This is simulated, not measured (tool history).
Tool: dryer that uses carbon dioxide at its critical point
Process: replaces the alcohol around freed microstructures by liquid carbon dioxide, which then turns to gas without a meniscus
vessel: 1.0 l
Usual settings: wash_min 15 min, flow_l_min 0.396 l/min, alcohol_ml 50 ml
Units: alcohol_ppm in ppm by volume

run     day  wash_min  flow_l_min  alcohol_ml  alcohol_ppm
  1       0        15       0.396          50          999
      1.904  -- inlet filter changed
  2    2.05        15       0.341          50         1407
  3   3.225        15       0.396          50          765
  4   5.192        15       0.396          50          772
  5   6.454        14       0.396          50         1016
  6   7.942        15       0.396          57          937
  7   8.929        15       0.396          50          819
  8  10.496        15       0.396          50          836
  9  11.954        15       0.438          50          577
 10  13.333        15       0.396          80         1420
 11  14.612        15       0.396          50          945
 12  16.029        15       0.396          50          957
 13  17.117        15       0.396          50          968
 14  18.646        15       0.396          50          954
 15  20.588        15       0.396          50         1014
     21.321  -- inlet filter changed
 16  21.817        10       0.396          50         3002
 17  23.054        10       0.396          50         2952
 18  24.988        10       0.336          50         4783
 19  27.338        15       0.396          95         1568
 20  29.721        15       0.362          95         2314
 21  31.717        15       0.396         104         1846
 22  32.912        15       0.396         111         1951
 23  35.279        15       0.396         111         2057
 24  36.346        10       0.416         113         6827
 25  38.583        15       0.248          50         4563
 26  39.612        10       0.252          50         9822
     40.683  -- inlet filter changed
 27  41.254        18       0.665         105           76
 28  42.667        18        0.57         108          129
 29  43.692        18        0.57         108          119
 30  45.233        21       0.396          46          190
 31  46.804        21       0.637          41           62
 32  49.054        16       0.386          26          432
 33  50.975        11       0.587          25          338
 34  51.933        11        0.45          25          905
 35  54.317        14       0.527         120          805
 36  56.279        15       0.477          50          477
 37   57.95        23       0.348          50          338
     59.992  -- inlet filter changed
 38  60.158        23       0.248          33          733
 39  62.029        23       0.248          33          755
 40  63.088        11       0.248          53         8426

4 ways to go on from here, each from the tool as it stands after run 40. What would each give?
  A  64.154        23       0.417          57            ?
  B  64.154        14       0.248          53            ?
  C  64.154        18       0.466          28            ?
  D  64.154        15       0.254          34            ?

run  alcohol_ppm
  A          145
  B         5033
  C          155
  D         2655
Without the tool's hidden state the same runs would have given:
run  alcohol_ppm
  A           59
  B         4770
  C           70
  D         2470
